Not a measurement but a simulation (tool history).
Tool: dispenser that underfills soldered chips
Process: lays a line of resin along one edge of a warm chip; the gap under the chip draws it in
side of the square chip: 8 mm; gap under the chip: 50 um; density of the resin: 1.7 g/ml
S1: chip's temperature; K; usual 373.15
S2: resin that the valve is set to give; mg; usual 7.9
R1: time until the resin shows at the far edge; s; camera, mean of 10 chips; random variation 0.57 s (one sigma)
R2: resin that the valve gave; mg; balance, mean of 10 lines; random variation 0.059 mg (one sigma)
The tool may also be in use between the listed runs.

{"run": 1, "hour": 0.0, "S1": 373.15, "S2": 7.9, "R1": 59.2, "R2": 7.85}
{"hour": 5.8, "done": "new syringe of resin"}
{"hour": 14.0, "done": "new syringe of resin"}
{"run": 2, "hour": 15.1, "S1": 373.15, "S2": 9.1, "R1": 50.5, "R2": 8.89}
{"hour": 22.7, "done": "new syringe of resin"}
{"run": 3, "hour": 26.3, "S1": 359.15, "S2": 9.1, "R1": 118.7, "R2": 8.81}
{"hour": 30.8, "done": "new syringe of resin"}
{"run": 4, "hour": 33.7, "S1": 359.15, "S2": 9.1, "R1": 113.7, "R2": 8.59}
{"hour": 39.9, "done": "new syringe of resin"}
{"run": 5, "hour": 40.7, "S1": 362.15, "S2": 7.9, "R1": 84.1, "R2": 7.5}
{"hour": 48.1, "done": "new syringe of resin"}
{"run": 6, "hour": 48.2, "S1": 362.15, "S2": 7.9, "R1": 81.5, "R2": 7.47}
{"hour": 56.8, "done": "new syringe of resin"}
{"run": 7, "hour": 63.0, "S1": 362.15, "S2": 7.9, "R1": 119.3, "R2": 7.53}
{"hour": 65.2, "done": "new syringe of resin"}
{"hour": 73.6, "done": "new syringe of resin"}
{"run": 8, "hour": 74.1, "S1": 373.15, "S2": 7.9, "R1": 50.4, "R2": 7.46}
{"hour": 82.0, "done": "new syringe of resin"}
{"run": 9, "hour": 87.6, "S1": 373.15, "S2": 7.9, "R1": 67.8, "R2": 7.41}
{"hour": 91.3, "done": "new syringe of resin"}
{"run": 10, "hour": 96.5, "S1": 374.15, "S2": 7.97, "R1": 61.8, "R2": 7.39}
{"hour": 99.8, "done": "new syringe of resin"}
{"hour": 108.3, "done": "new syringe of resin"}
{"run": 11, "hour": 109.5, "S1": 374.15, "S2": 7.97, "R1": 49.8, "R2": 7.27}

Forecast run 12:
{"hour": 116.5, "done": "new syringe of resin"}
{"run": 12, "hour": 118.8, "S1": 385.15, "S2": 7.16, "R1": "?", "R2": "?"}

Run 12 gave R1 33.1 s, R2 6.54 mg.
Without the tool's hidden state the same run would have given R1 28.6 s, R2 7.23 mg.

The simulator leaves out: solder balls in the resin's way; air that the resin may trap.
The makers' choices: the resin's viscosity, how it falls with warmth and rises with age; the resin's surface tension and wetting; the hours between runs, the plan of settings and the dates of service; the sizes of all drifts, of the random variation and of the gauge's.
